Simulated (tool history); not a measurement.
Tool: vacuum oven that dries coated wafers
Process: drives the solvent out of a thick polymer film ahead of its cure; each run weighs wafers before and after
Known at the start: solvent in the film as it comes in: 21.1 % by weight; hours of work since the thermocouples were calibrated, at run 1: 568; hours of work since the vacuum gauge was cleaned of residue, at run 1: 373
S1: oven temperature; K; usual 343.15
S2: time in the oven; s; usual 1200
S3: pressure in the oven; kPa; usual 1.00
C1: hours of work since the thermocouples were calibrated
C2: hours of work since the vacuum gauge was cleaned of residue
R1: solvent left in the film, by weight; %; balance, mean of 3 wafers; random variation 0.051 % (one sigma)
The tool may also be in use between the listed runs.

run	day	S1	S2	S3	C1	C2	R1
1	0.000	343.15	1200	1.00	568	373	1.29
# day 3.325: oven's thermocouples calibrated
2	4.417	343.15	1200	1.00	18	442	1.12
3	7.533	343.15	1200	1.00	68	493	1.06
4	9.446	343.15	1200	1.00	99	523	1.08
5	11.300	343.15	1200	1.00	128	553	1.08
6	13.150	343.15	1200	1.00	158	583	1.13
7	16.142	343.15	1200	1.00	206	631	1.15
8	19.900	343.15	1200	1.00	267	692	1.16
9	22.321	343.15	1200	1.00	306	731	1.17
10	24.583	343.15	1200	1.00	342	767	1.19
11	27.404	343.15	1200	1.00	388	812	1.30
12	31.700	343.15	1200	1.00	457	882	1.23
13	35.800	342.15	1200	1.00	523	948	1.48
14	39.996	343.15	1440	1.00	590	1015	1.08
# day 40.479: vacuum gauge cleaned of residue and calibrated
# day 41.925: oven's thermocouples calibrated
15	44.700	343.15	1440	1.00	45	67	0.86
16	46.617	343.15	1440	1.00	75	97	0.92
# day 48.554: vacuum gauge cleaned of residue and calibrated, once more
17	50.833	343.15	1440	1.00	142	37	0.71
18	53.529	343.15	720	2.23	186	80	3.11
19	55.954	343.15	1080	3.44	225	119	2.27
20	57.950	343.15	1080	3.44	257	151	2.35
21	60.088	343.15	1080	3.44	291	186	2.36
22	63.783	333.15	1200	1.00	351	245	4.28
23	67.967	335.15	900	1.91	418	312	5.47
24	70.471	338.15	1440	2.30	458	353	2.41
25	73.100	343.15	1200	2.35	501	395	1.77
26	75.950	343.15	1200	2.35	547	441	1.83

Forecast run 27:
27	78.317	341.15	1200	1.00	585	479	?

{"run 27": {"R1": 1.53}}
Without the tool's hidden state the same run would have given R1 1.31 %.

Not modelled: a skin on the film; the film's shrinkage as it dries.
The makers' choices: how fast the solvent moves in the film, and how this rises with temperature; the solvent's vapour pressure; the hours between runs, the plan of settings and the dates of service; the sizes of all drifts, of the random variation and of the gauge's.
